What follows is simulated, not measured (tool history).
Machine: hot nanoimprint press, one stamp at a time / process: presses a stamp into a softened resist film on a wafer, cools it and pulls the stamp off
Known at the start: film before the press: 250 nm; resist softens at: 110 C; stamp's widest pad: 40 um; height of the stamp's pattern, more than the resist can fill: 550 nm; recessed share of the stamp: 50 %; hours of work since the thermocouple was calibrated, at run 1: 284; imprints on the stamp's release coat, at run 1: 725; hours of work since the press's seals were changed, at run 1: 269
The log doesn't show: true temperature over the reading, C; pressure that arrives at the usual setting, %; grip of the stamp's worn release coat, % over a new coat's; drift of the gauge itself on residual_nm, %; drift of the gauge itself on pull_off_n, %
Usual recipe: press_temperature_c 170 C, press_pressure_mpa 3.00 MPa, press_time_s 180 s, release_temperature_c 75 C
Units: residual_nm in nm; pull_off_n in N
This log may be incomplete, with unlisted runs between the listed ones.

run   hour  press_temperature_c  press_pressure_mpa  press_time_s  release_temperature_c  hours of work since the thermocouple was calibrated  imprints on the stamp's release coat  hours of work since the press's seals were changed  residual_nm  pull_off_n
  1    0.0                  170                3.00           180                     75                                                  284                                   725                                                 269        141.0         240
      12.6  -- stamp cleaned and given a new release coat
  2   28.1                  170                3.00           180                     75                                                  295                                    53                                                 280        139.5         214
  3   45.6                  170                3.00           180                     75                                                  303                                   113                                                 288        140.2         215
  4   58.1                  170                3.00            91                     75                                                  309                                   156                                                 294        171.2         216
  5   73.3                  170                3.00            91                     75                                                  316                                   208                                                 301        171.9         220
  6   95.2                  170                3.00           195                     75                                                  327                                   282                                                 312        138.0         221
  7  117.8                  170                3.00           180                     72                                                  338                                   359                                                 323        141.3         231
  8  127.6                  170                2.20           180                     75                                                  342                                   393                                                 327        160.1         227
  9  148.9                  170                2.26           180                     75                                                  352                                   466                                                 338        159.3         230
 10  168.6                  177                3.00           180                     75                                                  362                                   533                                                 347        102.6         234
 11  189.0                  177                3.00           180                     75                                                  372                                   603                                                 357        101.9         237
 12  202.7                  170                3.00           180                     75                                                  378                                   649                                                 363        145.4         242
 13  218.7                  170                3.00           180                     75                                                  386                                   704                                                 371        143.4         242
 14  229.7                  175                3.00           180                     75                                                  391                                   741                                                 376        114.3         240
     237.5  -- stamp cleaned and given a new release coat
 15  258.4                  175                2.06           180                     75                                                  402                                    71                                                 387        133.8         212
 16  274.8                  180                3.00            90                     62                                                  410                                   127                                                 395        117.9         232
 17  294.3                  180                1.82           112                     62                                                  419                                   194                                                 404        133.1         235
 18  307.5                  170                3.00           122                     76                                                  425                                   239                                                 410        164.3         221
 19  321.6                  170                3.92           122                     76                                                  432                                   287                                                 417        147.6         220
     326.0  -- plate thermocouple calibrated
 20  346.4                  170                3.92           122                     76                                                   10                                   361                                                 428        153.9         228
 21  359.5                  181                1.90           128                     64                                                   16                                   406                                                 434        124.8         243
 22  379.1                  182                4.12           180                     60                                                   25                                   473                                                 443         73.1         251
 23  401.2                  182                4.12           180                     60                                                   36                                   548                                                 454         73.4         252
     420.0  -- plate thermocouple calibrated, once more
 24  423.8                  161                2.01           180                     75                                                    2                                   615                                                 463        208.4         233
 25  438.0                  161                2.01           180                     73                                                    9                                   664                                                 470        209.6         239
 26  454.1                  181                4.29           229                     67                                                   16                                   719                                                 478         58.2         252
     469.1  -- stamp cleaned and given a new release coat
 27  473.4                  170                1.95           124                     75                                                   23                                    15                                                 484        173.9         210
 28  491.8                  170                3.00           165                     65                                                   31                                    78                                                 493        136.7         224
 29  512.9                  170                3.00           165                     65                                                   41                                   150                                                 503        135.9         226
 30  532.7                  170                3.46           165                     65                                                   51                                   218                                                 512        130.3         230

Same runs, no hidden state in the tool, same run-to-run variation:
run  residual_nm  pull_off_n
  1        132.1         209
  2        130.4         211
  3        130.8         209
  4        161.8         209
  5        162.4         210
  6        127.9         208
  7        130.8         215
  8        149.4         209
  9        148.2         210
 10         94.0         211
 11         93.1         211
 12        133.5         213
 13        131.4         211
 14        104.1         208
 15        122.6         208
 16        107.8         225
 17        122.4         224
 18        150.8         210
 19        133.8         207
 20        133.6         210
 21        109.2         222
 22         62.2         227
 23         62.2         225
 24        208.6         209
 25        209.6         213
 26         57.7         222
 27        173.4         210
 28        135.6         221
 29        134.5         220
 30        128.5         221
